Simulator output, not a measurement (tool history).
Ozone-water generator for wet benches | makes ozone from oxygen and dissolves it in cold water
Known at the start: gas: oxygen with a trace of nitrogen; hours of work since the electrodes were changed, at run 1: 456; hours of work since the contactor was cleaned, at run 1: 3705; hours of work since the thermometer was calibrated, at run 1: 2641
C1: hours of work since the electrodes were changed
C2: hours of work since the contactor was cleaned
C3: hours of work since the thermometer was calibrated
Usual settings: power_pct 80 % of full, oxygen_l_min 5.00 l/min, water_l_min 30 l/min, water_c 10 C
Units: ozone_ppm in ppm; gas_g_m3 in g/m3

Run 1, hour 0.0: usual settings; C1 456; C2 3705; C3 2641. Result: ozone_ppm 21.6 ppm, gas_g_m3 218.6 g/m3.
Run 2, hour 61.4: usual settings; C1 499; C2 3748; C3 2683. Result: ozone_ppm 21.8 ppm, gas_g_m3 218.5 g/m3.
Run 3, hour 114.4: usual settings; C1 536; C2 3785; C3 2720. Result: ozone_ppm 21.6 ppm, gas_g_m3 216.7 g/m3.
Run 4, hour 144.7: usual settings but water_l_min 26 l/min; C1 557; C2 3806; C3 2742. Result: ozone_ppm 24.6 ppm, gas_g_m3 219.6 g/m3.
Run 5, hour 183.6: usual settings; C1 584; C2 3833; C3 2769. Result: ozone_ppm 21.5 ppm, gas_g_m3 217.0 g/m3.
Run 6, hour 215.1: usual settings; C1 606; C2 3855; C3 2791. Result: ozone_ppm 21.9 ppm, gas_g_m3 218.8 g/m3.
Run 7, hour 284.2: usual settings; C1 654; C2 3904; C3 2839. Result: ozone_ppm 21.5 ppm, gas_g_m3 219.3 g/m3.
Run 8, hour 335.1: usual settings but power_pct 91 % of full; C1 690; C2 3939; C3 2875. Result: ozone_ppm 24.0 ppm, gas_g_m3 241.9 g/m3.
Run 9, hour 368.0: usual settings; C1 713; C2 3962; C3 2898. Result: ozone_ppm 21.6 ppm, gas_g_m3 218.7 g/m3.
Run 10, hour 441.7: usual settings; C1 764; C2 4014; C3 2949. Result: ozone_ppm 21.9 ppm, gas_g_m3 218.6 g/m3.
Run 11, hour 504.7: usual settings; C1 808; C2 4058; C3 2993. Result: ozone_ppm 21.6 ppm, gas_g_m3 215.8 g/m3.
Run 12, hour 535.8: usual settings; C1 830; C2 4079; C3 3015. Result: ozone_ppm 22.0 ppm, gas_g_m3 216.5 g/m3.
Run 13, hour 572.0: usual settings; C1 855; C2 4105; C3 3040. Result: ozone_ppm 21.4 ppm, gas_g_m3 218.3 g/m3.
Run 14, hour 641.0: usual settings but oxygen_l_min 5.78 l/min; C1 903; C2 4153; C3 3088. Result: ozone_ppm 22.7 ppm, gas_g_m3 205.2 g/m3.
Run 15, hour 672.3: usual settings but oxygen_l_min 5.78 l/min; C1 925; C2 4175; C3 3110. Result: ozone_ppm 22.4 ppm, gas_g_m3 203.1 g/m3.
Run 16, hour 739.1: usual settings but oxygen_l_min 5.78 l/min, water_c 8 C; C1 972; C2 4221; C3 3157. Result: ozone_ppm 23.0 ppm, gas_g_m3 203.9 g/m3.
Run 17, hour 778.1: usual settings but water_c 7 C; C1 999; C2 4249; C3 3184. Result: ozone_ppm 22.2 ppm, gas_g_m3 217.8 g/m3.
Run 18, hour 844.6: usual settings but water_c 7 C; C1 1046; C2 4295; C3 3231. Result: ozone_ppm 21.9 ppm, gas_g_m3 217.2 g/m3.
Run 19, hour 880.4: usual settings but water_c 7 C; C1 1071; C2 4320; C3 3256. Result: ozone_ppm 22.1 ppm, gas_g_m3 216.8 g/m3.
Run 20, hour 915.2: usual settings but water_c 7 C; C1 1095; C2 4344; C3 3280. Result: ozone_ppm 22.2 ppm, gas_g_m3 218.6 g/m3.
Run 21, hour 970.7: usual settings but power_pct 90 % of full, oxygen_l_min 5.11 l/min, water_c 7 C; C1 1134; C2 4383; C3 3319. Result: ozone_ppm 24.7 ppm, gas_g_m3 235.9 g/m3.
Run 22, hour 1035.3: usual settings but power_pct 59 % of full, oxygen_l_min 5.11 l/min, water_l_min 32 l/min, water_c 8 C; C1 1179; C2 4428; C3 3364. Result: ozone_ppm 16.2 ppm, gas_g_m3 166.3 g/m3.
Run 23, hour 1098.8: usual settings but power_pct 59 % of full, oxygen_l_min 5.11 l/min, water_l_min 32 l/min, water_c 8 C; C1 1223; C2 4473; C3 3408. Result: ozone_ppm 16.4 ppm, gas_g_m3 168.0 g/m3.
Run 24, hour 1165.1: usual settings but power_pct 53 % of full, oxygen_l_min 3.84 l/min; C1 1270; C2 4519; C3 3454. Result: ozone_ppm 14.4 ppm, gas_g_m3 175.6 g/m3.
Run 25, hour 1239.6: usual settings but power_pct 53 % of full, oxygen_l_min 3.84 l/min; C1 1322; C2 4571; C3 3506. Result: ozone_ppm 14.2 ppm, gas_g_m3 174.1 g/m3.
Run 26, hour 1301.3: usual settings but oxygen_l_min 3.05 l/min, water_l_min 25 l/min, water_c 6 C; C1 1365; C2 4614; C3 3550. Result: ozone_ppm 22.7 ppm, gas_g_m3 271.4 g/m3.
Run 27, hour 1338.0: usual settings but power_pct 74 % of full, water_c 5 C; C1 1390; C2 4640; C3 3575. Result: ozone_ppm 21.3 ppm, gas_g_m3 203.1 g/m3.
Run 28, hour 1399.1: usual settings but oxygen_l_min 4.30 l/min, water_c 6 C; C1 1433; C2 4683; C3 3618. Result: ozone_ppm 21.5 ppm, gas_g_m3 232.8 g/m3.

Run 29 comes next. What will it give?
Run 29, hour 1452.9: usual settings but water_l_min 27 l/min, water_c 13 C; C1 1471; C2 4720; C3 3655. Result: ozone_ppm ?, gas_g_m3 ?.

ozone_ppm: 23.1 ppm
gas_g_m3: 216.4 g/m3
Without the tool's hidden state the same run would have given ozone_ppm 23.1 ppm, gas_g_m3 216.5 g/m3.
